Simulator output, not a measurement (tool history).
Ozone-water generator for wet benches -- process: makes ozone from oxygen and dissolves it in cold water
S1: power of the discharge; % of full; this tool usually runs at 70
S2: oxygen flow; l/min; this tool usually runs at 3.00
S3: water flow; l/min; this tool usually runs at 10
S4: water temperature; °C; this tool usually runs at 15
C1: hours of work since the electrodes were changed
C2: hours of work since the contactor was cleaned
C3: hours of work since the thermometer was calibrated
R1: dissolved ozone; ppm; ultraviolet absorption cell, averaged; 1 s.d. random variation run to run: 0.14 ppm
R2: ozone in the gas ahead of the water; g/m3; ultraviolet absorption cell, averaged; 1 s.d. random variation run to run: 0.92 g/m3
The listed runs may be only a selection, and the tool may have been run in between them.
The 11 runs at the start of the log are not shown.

{"run": 12, "day": 32.546, "S1": 70, "S2": 3.0, "S3": 10, "S4": 18, "C1": 2209, "C2": 5648, "C3": 3642, "R1": 14.2, "R2": 150.2}
{"run": 13, "day": 36.462, "S1": 70, "S2": 3.0, "S3": 10, "S4": 18, "C1": 2275, "C2": 5715, "C3": 3708, "R1": 14.1, "R2": 151.2}
{"run": 14, "day": 40.396, "S1": 70, "S2": 3.0, "S3": 10, "S4": 18, "C1": 2342, "C2": 5782, "C3": 3776, "R1": 14.2, "R2": 151.9}
{"run": 15, "day": 43.871, "S1": 70, "S2": 3.0, "S3": 10, "S4": 15, "C1": 2402, "C2": 5841, "C3": 3835, "R1": 14.7, "R2": 151.1}
{"run": 16, "day": 47.758, "S1": 49, "S2": 3.0, "S3": 10, "S4": 15, "C1": 2468, "C2": 5907, "C3": 3901, "R1": 12.1, "R2": 124.0}
{"run": 17, "day": 50.138, "S1": 49, "S2": 3.0, "S3": 10, "S4": 15, "C1": 2508, "C2": 5948, "C3": 3942, "R1": 12.0, "R2": 123.5}
{"run": 18, "day": 54.292, "S1": 49, "S2": 3.0, "S3": 10, "S4": 15, "C1": 2579, "C2": 6019, "C3": 4012, "R1": 12.0, "R2": 124.5}
{"run": 19, "day": 57.304, "S1": 55, "S2": 3.14, "S3": 14, "S4": 17, "C1": 2631, "C2": 6070, "C3": 4064, "R1": 9.2, "R2": 129.7}
{"run": 20, "day": 59.45, "S1": 55, "S2": 3.14, "S3": 14, "S4": 17, "C1": 2667, "C2": 6107, "C3": 4100, "R1": 9.3, "R2": 127.9}
{"run": 21, "day": 61.438, "S1": 60, "S2": 1.84, "S3": 14, "S4": 19, "C1": 2701, "C2": 6141, "C3": 4134, "R1": 9.2, "R2": 185.6}
{"run": 22, "day": 63.738, "S1": 95, "S2": 2.92, "S3": 9, "S4": 20, "C1": 2740, "C2": 6180, "C3": 4173, "R1": 17.6, "R2": 181.6}
{"run": 23, "day": 66.092, "S1": 95, "S2": 2.92, "S3": 9, "S4": 20, "C1": 2780, "C2": 6220, "C3": 4214, "R1": 17.5, "R2": 181.9}
{"day": 66.558, "done": "contactor cleaned"}
{"run": 24, "day": 69.721, "S1": 95, "S2": 2.92, "S3": 9, "S4": 20, "C1": 2839, "C2": 54, "C3": 4273, "R1": 17.3, "R2": 181.8}
{"day": 72.671, "done": "contactor cleaned, once more"}
{"run": 25, "day": 72.792, "S1": 95, "S2": 2.18, "S3": 9, "S4": 20, "C1": 2889, "C2": 2, "C3": 4322, "R1": 18.7, "R2": 215.8}
{"run": 26, "day": 76.492, "S1": 57, "S2": 4.15, "S3": 10, "S4": 15, "C1": 2952, "C2": 65, "C3": 4385, "R1": 13.1, "R2": 110.1}
{"run": 27, "day": 78.842, "S1": 77, "S2": 4.15, "S3": 13, "S4": 15, "C1": 2992, "C2": 105, "C3": 4425, "R1": 12.6, "R2": 131.0}
{"day": 81.042, "done": "water thermometer calibrated"}
{"run": 28, "day": 81.042, "S1": 63, "S2": 4.15, "S3": 13, "S4": 8, "C1": 3029, "C2": 142, "C3": 0, "R1": 12.4, "R2": 116.5}

For run 29, what comes out?
{"run": 29, "day": 84.875, "S1": 63, "S2": 4.15, "S3": 13, "S4": 8, "C1": 3095, "C2": 208, "C3": 65, "R1": "?", "R2": "?"}

{"run 29": {"R1": 12.4, "R2": 115.3}}
Were there no unlogged condition in the tool, this run, its random variation unchanged, would have produced R1 12.9 ppm, R2 118.9 g/m3.
